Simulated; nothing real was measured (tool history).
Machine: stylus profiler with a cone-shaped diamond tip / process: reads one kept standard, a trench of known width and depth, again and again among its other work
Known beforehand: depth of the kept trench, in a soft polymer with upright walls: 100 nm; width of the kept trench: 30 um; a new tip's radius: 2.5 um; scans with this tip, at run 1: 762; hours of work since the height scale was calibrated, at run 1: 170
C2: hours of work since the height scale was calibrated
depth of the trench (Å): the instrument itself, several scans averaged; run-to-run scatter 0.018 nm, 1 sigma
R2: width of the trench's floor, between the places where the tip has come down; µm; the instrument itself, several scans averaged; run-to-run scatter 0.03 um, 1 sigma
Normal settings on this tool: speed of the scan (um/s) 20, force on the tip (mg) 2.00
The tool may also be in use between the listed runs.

run 1 hour=0.0 | speed_of_the_scan_(um/s)=20 force_on_the_tip_(mg)=2.00 | scans_with_this_tip=762 C2=170 | depth_of_the_trench_(Å)=1005.7 R2=28.49
run 2 hour=18.1 | speed_of_the_scan_(um/s)=20 force_on_the_tip_(mg)=2.00 | scans_with_this_tip=797 C2=178 | depth_of_the_trench_(Å)=1005.7 R2=28.52
run 3 hour=29.4 | speed_of_the_scan_(um/s)=20 force_on_the_tip_(mg)=2.00 | scans_with_this_tip=819 C2=183 | depth_of_the_trench_(Å)=1005.8 R2=28.53
run 4 hour=46.5 | speed_of_the_scan_(um/s)=20 force_on_the_tip_(mg)=2.00 | scans_with_this_tip=853 C2=190 | depth_of_the_trench_(Å)=1005.6 R2=28.50
run 5 hour=55.7 | speed_of_the_scan_(um/s)=20 force_on_the_tip_(mg)=3.53 | scans_with_this_tip=870 C2=194 | depth_of_the_trench_(Å)=1008.2 R2=28.54
run 6 hour=68.6 | speed_of_the_scan_(um/s)=20 force_on_the_tip_(mg)=3.53 | scans_with_this_tip=895 C2=200 | depth_of_the_trench_(Å)=1008.0 R2=28.50
run 7 hour=87.1 | speed_of_the_scan_(um/s)=20 force_on_the_tip_(mg)=3.93 | scans_with_this_tip=931 C2=208 | depth_of_the_trench_(Å)=1008.5 R2=28.53
run 8 hour=98.0 | speed_of_the_scan_(um/s)=20 force_on_the_tip_(mg)=0.83 | scans_with_this_tip=952 C2=213 | depth_of_the_trench_(Å)=1003.4 R2=28.46
run 9 hour=110.9 | speed_of_the_scan_(um/s)=16 force_on_the_tip_(mg)=0.83 | scans_with_this_tip=977 C2=218 | depth_of_the_trench_(Å)=1003.3 R2=28.47
run 10 hour=123.5 | speed_of_the_scan_(um/s)=44 force_on_the_tip_(mg)=1.30 | scans_with_this_tip=1002 C2=224 | depth_of_the_trench_(Å)=1004.5 R2=28.32
run 11 hour=132.4 | speed_of_the_scan_(um/s)=18 force_on_the_tip_(mg)=1.36 | scans_with_this_tip=1019 C2=228 | depth_of_the_trench_(Å)=1004.8 R2=28.47
run 12 hour=146.9 | speed_of_the_scan_(um/s)=50 force_on_the_tip_(mg)=1.36 | scans_with_this_tip=1047 C2=234 | depth_of_the_trench_(Å)=1004.7 R2=28.36
run 13 hour=160.9 | speed_of_the_scan_(um/s)=50 force_on_the_tip_(mg)=1.36 | scans_with_this_tip=1074 C2=240 | depth_of_the_trench_(Å)=1004.6 R2=28.28
run 14 hour=175.8 | speed_of_the_scan_(um/s)=9 force_on_the_tip_(mg)=3.88 | scans_with_this_tip=1103 C2=246 | depth_of_the_trench_(Å)=1008.7 R2=28.53
run 15 hour=192.5 | speed_of_the_scan_(um/s)=9 force_on_the_tip_(mg)=3.88 | scans_with_this_tip=1135 C2=254 | depth_of_the_trench_(Å)=1008.9 R2=28.60
run 16 hour=207.3 | speed_of_the_scan_(um/s)=27 force_on_the_tip_(mg)=2.23 | scans_with_this_tip=1164 C2=260 | depth_of_the_trench_(Å)=1006.1 R2=28.52
run 17 hour=221.7 | speed_of_the_scan_(um/s)=55 force_on_the_tip_(mg)=0.99 | scans_with_this_tip=1192 C2=266 | depth_of_the_trench_(Å)=1004.0 R2=28.20

Measured minus without-hidden-state, run by run (identical run-to-run variation in each term; gauge scatter may differ):
The hidden state here: radius of the tip, um; height scale over the true one, %; drift of the gauge itself on depth_nm, %; drift of the gauge itself on floor_um, %.
run=1 depth_of_the_trench_(Å)=+0.3 R2=-0.01
run=2 depth_of_the_trench_(Å)=+0.3 R2=-0.02
run=3 depth_of_the_trench_(Å)=+0.3 R2=-0.01
run=4 depth_of_the_trench_(Å)=+0.3 R2=-0.02
run=5 depth_of_the_trench_(Å)=+0.3 R2=-0.02
run=6 depth_of_the_trench_(Å)=+0.3 R2=-0.01
run=7 depth_of_the_trench_(Å)=+0.4 R2=-0.02
run=8 depth_of_the_trench_(Å)=+0.4 R2=-0.02
run=9 depth_of_the_trench_(Å)=+0.4 R2=-0.02
run=10 depth_of_the_trench_(Å)=+0.4 R2=-0.02
run=11 depth_of_the_trench_(Å)=+0.3 R2=-0.03
run=12 depth_of_the_trench_(Å)=+0.4 R2=-0.02
run=13 depth_of_the_trench_(Å)=+0.4 R2=-0.03
run=14 depth_of_the_trench_(Å)=+0.4 R2=-0.02
run=15 depth_of_the_trench_(Å)=+0.4 R2=-0.02
run=16 depth_of_the_trench_(Å)=+0.4 R2=-0.02
run=17 depth_of_the_trench_(Å)=+0.4 R2=-0.03
